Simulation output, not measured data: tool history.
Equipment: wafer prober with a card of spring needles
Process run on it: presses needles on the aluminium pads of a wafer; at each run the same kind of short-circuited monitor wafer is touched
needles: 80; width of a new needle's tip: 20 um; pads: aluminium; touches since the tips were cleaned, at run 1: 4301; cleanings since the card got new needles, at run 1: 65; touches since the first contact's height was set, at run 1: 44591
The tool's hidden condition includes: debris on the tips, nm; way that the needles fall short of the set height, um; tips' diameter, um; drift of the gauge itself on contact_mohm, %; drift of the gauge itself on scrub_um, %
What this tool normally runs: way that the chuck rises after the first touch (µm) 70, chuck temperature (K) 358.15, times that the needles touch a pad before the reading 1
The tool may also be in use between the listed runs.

| run | day | way that the chuck rises after the first touch (µm) | chuck temperature (K) | times that the needles touch a pad before the reading | touches since the tips were cleaned | cleanings since the card got new needles | touches since the first contact's height was set | resistance of one needle with its contact and lead (mohm) | way that a needle slides on the pad (µm) |
|---|---|---|---|---|---|---|---|---|---|
| 1 | 0 | 70 | 358.15 | 1 | 4301 | 65 | 44591 | 560 | 9.07 |
|  | 0.171 | tips cleaned on abrasive film |
| 2 | 0.529 | 70 | 329.15 | 1 | 4993 | 66 | 51935 | 599 | 9.1 |
|  | 0.583 | tips cleaned on abrasive film |
|  | 1.029 | tips cleaned on abrasive film |
| 3 | 1.317 | 70 | 358.15 | 1 | 4020 | 68 | 62807 | 530 | 9.05 |
|  | 1.467 | tips cleaned on abrasive film |
|  | 1.9 | tips cleaned on abrasive film |
| 4 | 1.958 | 70 | 358.15 | 1 | 815 | 70 | 71671 | 332 | 9.06 |
|  | 2.312 | tips cleaned on abrasive film |
|  | 2.792 | tips cleaned on abrasive film |
| 5 | 2.796 | 70 | 358.15 | 1 | 56 | 72 | 83250 | 244 | 8.98 |
|  | 3.204 | tips cleaned on abrasive film |
|  | 3.667 | tips cleaned on abrasive film |
| 6 | 3.767 | 70 | 358.15 | 1 | 1436 | 74 | 96714 | 368 | 8.98 |
|  | 4.138 | tips cleaned on abrasive film |
| 7 | 4.521 | 70 | 358.15 | 1 | 5339 | 75 | 107159 | 637 | 8.93 |
|  | 4.588 | tips cleaned on abrasive film |
|  | 5.042 | tips cleaned on abrasive film |
| 8 | 5.346 | 70 | 358.15 | 1 | 4271 | 77 | 118594 | 591 | 8.92 |
|  | 5.483 | tips cleaned on abrasive film |
| 9 | 5.8 | 70 | 358.15 | 1 | 4416 | 78 | 124864 | 622 | 8.92 |
|  | 5.912 | tips cleaned on abrasive film |
|  | 6.217 | height of the first contact set anew |
|  | 6.35 | tips cleaned on abrasive film |
| 10 | 6.571 | 70 | 358.15 | 1 | 3063 | 80 | 4861 | 500 | 9.17 |
|  | 6.779 | tips cleaned on abrasive film |
|  | 7.229 | tips cleaned on abrasive film |
| 11 | 7.292 | 70 | 358.15 | 1 | 866 | 82 | 14826 | 329 | 9.16 |
|  | 7.633 | tips cleaned on abrasive film |
|  | 8.062 | tips cleaned on abrasive film |
| 12 | 8.104 | 70 | 358.15 | 1 | 590 | 84 | 26085 | 311 | 9.11 |
|  | 8.525 | tips cleaned on abrasive film |
| 13 | 8.904 | 70 | 358.15 | 1 | 5255 | 85 | 37181 | 628 | 9.08 |
|  | 8.992 | tips cleaned on abrasive film |
|  | 9.404 | tips cleaned on abrasive film |
| 14 | 9.783 | 70 | 322.15 | 1 | 5345 | 87 | 49393 | 669 | 9.06 |
|  | 9.871 | tips cleaned on abrasive film |
|  | 10.275 | tips cleaned on abrasive film |
| 15 | 10.417 | 70 | 358.15 | 3 | 1964 | 89 | 58069 | 271 | 9.02 |
|  | 10.729 | tips cleaned on abrasive film |
| 16 | 10.942 | 70 | 358.15 | 1 | 2986 | 90 | 65400 | 548 | 9.01 |
|  | 11.154 | tips cleaned on abrasive film |
|  | 11.596 | tips cleaned on abrasive film |
| 17 | 11.633 | 74 | 358.15 | 1 | 527 | 92 | 74908 | 287 | 9.54 |
|  | 12.029 | tips cleaned on abrasive film |
| 18 | 12.183 | 75 | 358.15 | 1 | 2125 | 93 | 82533 | 418 | 9.62 |
|  | 12.438 | tips cleaned on abrasive film |
|  | 12.883 | tips cleaned on abrasive film |
| 19 | 12.958 | 75 | 358.15 | 1 | 1036 | 95 | 93253 | 348 | 9.65 |
|  | 13.321 | tips cleaned on abrasive film |
| 20 | 13.538 | 69 | 390.15 | 1 | 3032 | 96 | 101281 | 526 | 8.81 |
|  | 13.729 | tips cleaned on abrasive film |
|  | 14.208 | tips cleaned on abrasive film |
| 21 | 14.338 | 71 | 390.15 | 3 | 1809 | 98 | 112360 | 285 | 8.98 |
|  | 14.65 | tips cleaned on abrasive film |
| 22 | 15.033 | 77 | 332.15 | 2 | 5355 | 99 | 122011 | 454 | 9.79 |
|  | 15.121 | tips cleaned on abrasive film |
|  | 15.55 | tips cleaned on abrasive film |
|  | 15.642 | height of the first contact set anew |
| 23 | 15.912 | 57 | 358.15 | 3 | 4877 | 101 | 3782 | 439 | 7.51 |
|  | 16 | tips cleaned on abrasive film |
|  | 16.425 | tips cleaned on abrasive film |
|  | 16.85 | tips cleaned on abrasive film |
| 24 | 16.9 | 63 | 320.15 | 2 | 730 | 104 | 17419 | 294 | 8.21 |
|  | 17.262 | tips cleaned on abrasive film |
| 25 | 17.446 | 63 | 320.15 | 2 | 2533 | 105 | 24959 | 426 | 8.19 |
|  | 17.762 | tips cleaned on abrasive film |
| 26 | 18.146 | 51 | 377.15 | 2 | 5380 | 106 | 34690 | 731 | 6.6 |
|  | 18.225 | tips cleaned on abrasive film |
|  | 18.642 | tips cleaned on abrasive film |
| 27 | 18.804 | 51 | 376.15 | 2 | 2264 | 108 | 43782 | 509 | 6.61 |
|  | 19.133 | tips cleaned on abrasive film |
| 28 | 19.429 | 51 | 376.15 | 2 | 4135 | 109 | 52451 | 681 | 6.58 |
|  | 19.554 | tips cleaned on abrasive film |
|  | 20.025 | tips cleaned on abrasive film |
| 29 | 20.167 | 51 | 376.15 | 2 | 1963 | 111 | 62623 | 467 | 6.52 |
|  | 20.512 | tips cleaned on abrasive film |
| 30 | 20.85 | 51 | 376.15 | 2 | 4704 | 112 | 72122 | 725 | 6.54 |
|  | 20.946 | tips cleaned on abrasive film |
| 31 | 21.312 | 60 | 309.15 | 3 | 5149 | 113 | 78543 | 473 | 7.72 |
|  | 21.367 | tips cleaned on abrasive film |
|  | 21.808 | tips cleaned on abrasive film |
| 32 | 21.829 | 61 | 358.15 | 1 | 302 | 115 | 85618 | 310 | 7.78 |

Each row is a separate what-if for the run after 32, all from the same tool condition, not one after another. Results?
|  | 22.221 | tips cleaned on abrasive film |
| A | 22.521 | 68 | 358.15 | 1 | 4167 | 116 | 95229 | ? | ? |
|  | 22.221 | tips cleaned on abrasive film |
| B | 22.521 | 71 | 358.15 | 1 | 4167 | 116 | 95229 | ? | ? |
|  | 22.221 | tips cleaned on abrasive film |
| C | 22.521 | 76 | 358.15 | 2 | 4167 | 116 | 95229 | ? | ? |

| run | resistance of one needle with its contact and lead (mohm) | way that a needle slides on the pad (µm) |
|---|---|---|
| A | 686 | 8.71 |
| B | 629 | 9.06 |
| C | 419 | 9.74 |
What these runs would have given with no unlogged condition in the tool:
| run | resistance of one needle with its contact and lead (mohm) | way that a needle slides on the pad (µm) |
|---|---|---|
| A | 198 | 8.94 |
| B | 192 | 9.29 |
| C | 187 | 9.97 |

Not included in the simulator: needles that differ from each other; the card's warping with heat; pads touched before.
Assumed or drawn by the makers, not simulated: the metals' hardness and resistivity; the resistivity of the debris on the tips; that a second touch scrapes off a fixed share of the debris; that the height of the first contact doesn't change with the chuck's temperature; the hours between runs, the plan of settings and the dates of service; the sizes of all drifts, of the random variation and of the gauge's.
